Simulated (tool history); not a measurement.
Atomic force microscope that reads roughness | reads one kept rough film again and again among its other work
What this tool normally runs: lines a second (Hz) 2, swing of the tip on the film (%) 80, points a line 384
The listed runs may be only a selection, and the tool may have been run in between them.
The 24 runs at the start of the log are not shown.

run	hour	lines a second (Hz)	swing of the tip on the film (%)	points a line	pictures with this tip	hours of work since the height scale was calibrated	roughness of the kept film (nm (root mean square))
25	374.5	3.49	57	284	230	470	3.729
26	391.8	2	84	672	259	480	3.5
27	406.1	1.6	78	311	282	489	3.599
28	417.8	2	69	381	302	496	3.708
29	439.9	2	69	381	338	510	3.711
30	450.3	0.87	55	362	355	516	3.92
31	466.1	0.87	55	362	381	526	3.959
32	476.4	0.8	88	286	398	532	3.662
# hour 478.9: new tip fitted
33	497.7	3.66	79	956	31	545	3.354
34	513.4	3.66	79	956	57	554	3.316
35	533.2	3.66	79	956	89	566	3.355
36	554.8	3.54	75	956	125	580	3.456

What if the next run were any one of these 5? Each begins from the tool's condition after run 36:
A	569.6	2	59	384	149	589	?
B	569.6	1.09	75	956	149	589	?
C	569.6	3.54	73	956	149	589	?
D	569.6	2	80	394	149	589	?
E	569.6	3.54	65	956	149	589	?

run	roughness of the kept film (nm (root mean square))
A	3.884
B	3.827
C	3.497
D	3.548
E	3.703
Had the tool no hidden state, the same runs would have come out as:
run	roughness of the kept film (nm (root mean square))
A	3.892
B	3.835
C	3.504
D	3.555
E	3.711
